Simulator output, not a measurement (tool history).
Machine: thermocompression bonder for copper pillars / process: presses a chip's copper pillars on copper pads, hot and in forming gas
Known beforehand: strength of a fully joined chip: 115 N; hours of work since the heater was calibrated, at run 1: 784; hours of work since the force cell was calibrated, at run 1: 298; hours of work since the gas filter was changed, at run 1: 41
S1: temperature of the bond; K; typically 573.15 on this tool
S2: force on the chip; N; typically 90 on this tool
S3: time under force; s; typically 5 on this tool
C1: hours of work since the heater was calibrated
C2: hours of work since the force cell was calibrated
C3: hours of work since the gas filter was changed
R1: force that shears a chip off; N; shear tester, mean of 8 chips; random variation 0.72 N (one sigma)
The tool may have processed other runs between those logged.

{"run": 1, "hour": 0.0, "S1": 573.15, "S2": 90, "S3": 5, "C1": 784, "C2": 298, "C3": 41, "R1": 47.3}
{"run": 2, "hour": 16.3, "S1": 573.15, "S2": 94, "S3": 5, "C1": 792, "C2": 306, "C3": 49, "R1": 48.3}
{"run": 3, "hour": 24.4, "S1": 573.15, "S2": 94, "S3": 5, "C1": 797, "C2": 311, "C3": 53, "R1": 46.9}
{"run": 4, "hour": 38.8, "S1": 573.15, "S2": 102, "S3": 5, "C1": 804, "C2": 318, "C3": 60, "R1": 50.3}
{"run": 5, "hour": 57.7, "S1": 573.15, "S2": 66, "S3": 5, "C1": 814, "C2": 328, "C3": 70, "R1": 35.9}
{"run": 6, "hour": 69.1, "S1": 573.15, "S2": 66, "S3": 5, "C1": 820, "C2": 334, "C3": 76, "R1": 36.9}
{"run": 7, "hour": 86.7, "S1": 573.15, "S2": 90, "S3": 7, "C1": 829, "C2": 343, "C3": 85, "R1": 50.6}
{"run": 8, "hour": 95.5, "S1": 573.15, "S2": 96, "S3": 7, "C1": 833, "C2": 347, "C3": 90, "R1": 51.5}
{"run": 9, "hour": 105.9, "S1": 573.15, "S2": 90, "S3": 5, "C1": 839, "C2": 353, "C3": 95, "R1": 45.1}
{"run": 10, "hour": 124.6, "S1": 573.15, "S2": 102, "S3": 5, "C1": 848, "C2": 362, "C3": 105, "R1": 48.2}
{"run": 11, "hour": 137.9, "S1": 573.15, "S2": 90, "S3": 3, "C1": 855, "C2": 369, "C3": 111, "R1": 35.4}
{"run": 12, "hour": 152.0, "S1": 573.15, "S2": 90, "S3": 3, "C1": 862, "C2": 376, "C3": 119, "R1": 35.8}
{"hour": 154.2, "done": "forming gas filter changed"}
{"run": 13, "hour": 167.5, "S1": 573.15, "S2": 101, "S3": 3, "C1": 870, "C2": 384, "C3": 7, "R1": 44.0}
{"run": 14, "hour": 183.8, "S1": 551.15, "S2": 90, "S3": 5, "C1": 878, "C2": 392, "C3": 15, "R1": 37.7}
{"run": 15, "hour": 200.5, "S1": 573.15, "S2": 90, "S3": 13, "C1": 887, "C2": 401, "C3": 24, "R1": 66.0}
{"run": 16, "hour": 218.9, "S1": 547.15, "S2": 104, "S3": 13, "C1": 896, "C2": 410, "C3": 33, "R1": 52.4}
{"run": 17, "hour": 236.8, "S1": 547.15, "S2": 104, "S3": 13, "C1": 906, "C2": 420, "C3": 42, "R1": 54.1}
{"run": 18, "hour": 255.5, "S1": 578.15, "S2": 74, "S3": 6, "C1": 915, "C2": 429, "C3": 52, "R1": 45.4}
{"run": 19, "hour": 274.9, "S1": 578.15, "S2": 74, "S3": 6, "C1": 925, "C2": 439, "C3": 62, "R1": 45.3}
{"run": 20, "hour": 293.3, "S1": 576.15, "S2": 117, "S3": 11, "C1": 935, "C2": 449, "C3": 72, "R1": 71.5}
{"run": 21, "hour": 308.1, "S1": 576.15, "S2": 117, "S3": 11, "C1": 942, "C2": 456, "C3": 79, "R1": 69.0}
{"run": 22, "hour": 319.4, "S1": 576.15, "S2": 117, "S3": 11, "C1": 948, "C2": 462, "C3": 85, "R1": 69.6}
{"run": 23, "hour": 337.3, "S1": 576.15, "S2": 72, "S3": 3, "C1": 957, "C2": 471, "C3": 94, "R1": 31.9}

Had the tool no unlogged condition, and each run kept its random variation, what would the results have been?
Hidden state at play: true temperature of the bond over the reading, C; force that reaches the chip, % of what is set; oxide that the forming gas leaves, % of the face; drift of the gauge itself on shear_n, %.
run=1 R1=51.9
run=2 R1=53.6
run=3 R1=52.3
run=4 R1=56.3
run=5 R1=40.9
run=6 R1=42.2
run=7 R1=58.0
run=8 R1=59.4
run=9 R1=52.4
run=10 R1=56.4
run=11 R1=42.1
run=12 R1=43.0
run=13 R1=47.3
run=14 R1=41.2
run=15 R1=71.1
run=16 R1=57.9
run=17 R1=60.1
run=18 R1=50.8
run=19 R1=51.1
run=20 R1=79.9
run=21 R1=77.8
run=22 R1=79.0
run=23 R1=37.6
